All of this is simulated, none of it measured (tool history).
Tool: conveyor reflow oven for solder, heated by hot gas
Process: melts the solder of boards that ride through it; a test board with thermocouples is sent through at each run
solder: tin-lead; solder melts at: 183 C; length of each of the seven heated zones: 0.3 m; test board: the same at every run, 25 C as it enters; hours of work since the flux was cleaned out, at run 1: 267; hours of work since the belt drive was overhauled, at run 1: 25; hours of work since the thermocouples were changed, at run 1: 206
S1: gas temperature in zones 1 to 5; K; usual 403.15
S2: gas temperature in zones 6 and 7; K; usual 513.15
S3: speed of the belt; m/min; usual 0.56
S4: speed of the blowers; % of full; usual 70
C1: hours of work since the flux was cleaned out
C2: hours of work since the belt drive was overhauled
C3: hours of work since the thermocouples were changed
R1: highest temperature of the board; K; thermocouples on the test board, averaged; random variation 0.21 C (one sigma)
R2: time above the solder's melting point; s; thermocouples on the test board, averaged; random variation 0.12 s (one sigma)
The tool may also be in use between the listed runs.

run 1 hour=0 | S1=403.15 S2=513.15 S3=0.56 S4=70 | C1=267 C2=25 C3=206 | R1=490.55 R2=45.1
-- hour=7.9 flux residue cleaned out of gas plates and filters
run 2 hour=11.4 | S1=390.15 S2=513.15 S3=0.56 S4=70 | C1=2 C2=28 C3=209 | R1=491.45 R2=43.1
run 3 hour=17.6 | S1=390.15 S2=513.15 S3=0.56 S4=70 | C1=5 C2=32 C3=212 | R1=491.45 R2=43.4
run 4 hour=26.4 | S1=403.15 S2=513.15 S3=0.56 S4=70 | C1=10 C2=36 C3=217 | R1=494.05 R2=47.9
run 5 hour=36.3 | S1=403.15 S2=513.15 S3=0.56 S4=50 | C1=15 C2=41 C3=222 | R1=487.65 R2=43.4
run 6 hour=44.7 | S1=403.15 S2=505.15 S3=0.56 S4=50 | C1=19 C2=46 C3=226 | R1=481.35 R2=37.6
run 7 hour=50.2 | S1=403.15 S2=505.15 S3=0.56 S4=50 | C1=22 C2=49 C3=229 | R1=480.95 R2=37.5
run 8 hour=60.4 | S1=403.15 S2=513.15 S3=0.56 S4=70 | C1=27 C2=54 C3=234 | R1=493.45 R2=47.7
run 9 hour=72.3 | S1=403.15 S2=513.15 S3=0.56 S4=70 | C1=33 C2=60 C3=240 | R1=493.35 R2=47.6
run 10 hour=82.7 | S1=403.15 S2=513.15 S3=0.56 S4=71 | C1=39 C2=65 C3=246 | R1=493.65 R2=47.9
run 11 hour=91.9 | S1=403.15 S2=513.15 S3=0.56 S4=71 | C1=43 C2=70 C3=251 | R1=494.15 R2=47.7
run 12 hour=98.2 | S1=403.15 S2=513.15 S3=0.56 S4=71 | C1=47 C2=73 C3=254 | R1=493.45 R2=48
run 13 hour=103.9 | S1=403.15 S2=513.15 S3=0.56 S4=71 | C1=50 C2=76 C3=257 | R1=493.35 R2=47.7
run 14 hour=111.1 | S1=403.15 S2=513.15 S3=0.56 S4=71 | C1=53 C2=80 C3=260 | R1=493.35 R2=47.6
run 15 hour=119.6 | S1=395.15 S2=513.15 S3=0.56 S4=71 | C1=58 C2=84 C3=265 | R1=491.75 R2=44.6
run 16 hour=132.1 | S1=395.15 S2=513.15 S3=0.56 S4=71 | C1=64 C2=91 C3=271 | R1=491.95 R2=44.7
run 17 hour=142.4 | S1=396.15 S2=525.15 S3=0.66 S4=84 | C1=69 C2=96 C3=277 | R1=498.65 R2=41.3
run 18 hour=154.3 | S1=403.15 S2=513.15 S3=0.56 S4=70 | C1=76 C2=102 C3=283 | R1=492.85 R2=47.3
run 19 hour=162.2 | S1=392.15 S2=513.15 S3=0.454 S4=88 | C1=80 C2=106 C3=287 | R1=501.45 R2=62.7
run 20 hour=171.1 | S1=402.15 S2=517.15 S3=0.454 S4=67 | C1=84 C2=111 C3=291 | R1=502.85 R2=65.7
run 21 hour=176.4 | S1=403.15 S2=523.15 S3=0.56 S4=70 | C1=87 C2=114 C3=294 | R1=501.25 R2=52.4
run 22 hour=188 | S1=410.15 S2=515.15 S3=0.479 S4=70 | C1=93 C2=120 C3=300 | R1=500.85 R2=63.3
-- hour=192.7 belt drive overhauled, speed set with a stopwatch
run 23 hour=201.1 | S1=400.15 S2=513.15 S3=0.632 S4=70 | C1=98 C2=4 C3=305 | R1=487.45 R2=37.4
run 24 hour=210.5 | S1=400.15 S2=513.15 S3=0.632 S4=70 | C1=103 C2=9 C3=310 | R1=486.85 R2=37.2
run 25 hour=215.6 | S1=400.15 S2=510.15 S3=0.617 S4=67 | C1=105 C2=12 C3=312 | R1=484.45 R2=36.5
run 26 hour=225.6 | S1=410.15 S2=513.15 S3=0.56 S4=70 | C1=110 C2=17 C3=317 | R1=493.75 R2=50
run 27 hour=230.7 | S1=407.15 S2=513.15 S3=0.58 S4=70 | C1=113 C2=20 C3=320 | R1=492.15 R2=45.9
-- hour=243.9 belt drive overhauled, speed set with a stopwatch, once more
run 28 hour=245.2 | S1=407.15 S2=513.15 S3=0.491 S4=73 | C1=118 C2=1 C3=326 | R1=498.25 R2=59.3
run 29 hour=251.1 | S1=407.15 S2=513.15 S3=0.491 S4=73 | C1=121 C2=4 C3=329 | R1=498.15 R2=59.1
run 30 hour=262.5 | S1=407.15 S2=513.15 S3=0.491 S4=73 | C1=127 C2=10 C3=334 | R1=498.05 R2=59.3
run 31 hour=274 | S1=407.15 S2=519.15 S3=0.491 S4=73 | C1=133 C2=16 C3=340 | R1=503.75 R2=62.2

Measured less the same run without the tool's hidden state. The same run-to-run variation is in both; the gauge's scatter may not be:
The hidden state here: heat that the gas passes to the board, % of a clean oven's; belt's true speed, % of the reading; true gas temperature in zones 6 and 7 over the reading, C; drift of the gauge itself on peak_c, C; drift of the gauge itself on liquid_s, %.
run=1 R1=-3.9 R2=-3
run=2 R1=-0.4 R2=-0.3
run=3 R1=-0.4 R2=-0.4
run=4 R1=-0.5 R2=-0.3
run=5 R1=-0.4 R2=-0.4
run=6 R1=-0.5 R2=-0.5
run=7 R1=-0.5 R2=-0.6
run=8 R1=-0.7 R2=-0.4
run=9 R1=-0.7 R2=-0.5
run=10 R1=-0.7 R2=-0.6
run=11 R1=-0.8 R2=-0.6
run=12 R1=-0.9 R2=-0.6
run=13 R1=-0.9 R2=-0.6
run=14 R1=-0.9 R2=-0.6
run=15 R1=-1.1 R2=-0.8
run=16 R1=-1.2 R2=-0.8
run=17 R1=-1.6 R2=-0.7
run=18 R1=-1.2 R2=-0.8
run=19 R1=-1.2 R2=-0.8
run=20 R1=-1.1 R2=-0.7
run=21 R1=-1.4 R2=-0.7
run=22 R1=-1.2 R2=-0.7
run=23 R1=-1.7 R2=-1.2
run=24 R1=-1.8 R2=-1.2
run=25 R1=-1.7 R2=-1.3
run=26 R1=-1.6 R2=-0.9
run=27 R1=-1.7 R2=-1.1
run=28 R1=-1.7 R2=-1.1
run=29 R1=-1.7 R2=-1.2
run=30 R1=-1.7 R2=-1.2
run=31 R1=-1.8 R2=-1.1
